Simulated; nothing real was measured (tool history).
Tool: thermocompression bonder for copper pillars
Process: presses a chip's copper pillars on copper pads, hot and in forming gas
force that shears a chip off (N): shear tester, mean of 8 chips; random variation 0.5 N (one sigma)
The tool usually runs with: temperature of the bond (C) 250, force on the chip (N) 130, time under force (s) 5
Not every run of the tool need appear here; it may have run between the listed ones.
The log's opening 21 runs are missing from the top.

run,hour,temperature of the bond (C),force on the chip (N),time under force (s),force that shears a chip off (N)
22,561.0,276,143,10,111.7
23,581.4,227,84,4,38.9
# hour 588.8: heater calibrated with a thermocouple chip, once more
24,613.4,243,130,3,51.0
25,633.7,249,81,3,34.8
26,663.2,250,97,5,51.2
27,702.8,222,179,7,67.9
28,722.5,222,179,7,66.6
# hour 739.1: forming gas filter changed
29,751.9,228,112,10,58.6
30,770.7,272,143,13,109.4
31,793.1,272,102,3,62.0
32,815.4,246,122,7,69.6
33,850.5,246,115,3,49.2
34,888.2,250,97,5,53.9
35,913.0,260,130,5,77.9
36,944.0,280,182,13,116.2

4 ways to go on from here, each from the tool as it stands after run 36. What would each give?
A,967.4,250,130,8,?
B,967.4,244,144,4,?
C,967.4,244,130,5,?
D,967.4,272,153,13,?

run,force that shears a chip off (N)
A,77.9
B,65.0
C,63.5
D,109.8
Had the tool no hidden state, the same runs would have come out as:
run,force that shears a chip off (N)
A,80.4
B,66.9
C,65.4
D,114.0

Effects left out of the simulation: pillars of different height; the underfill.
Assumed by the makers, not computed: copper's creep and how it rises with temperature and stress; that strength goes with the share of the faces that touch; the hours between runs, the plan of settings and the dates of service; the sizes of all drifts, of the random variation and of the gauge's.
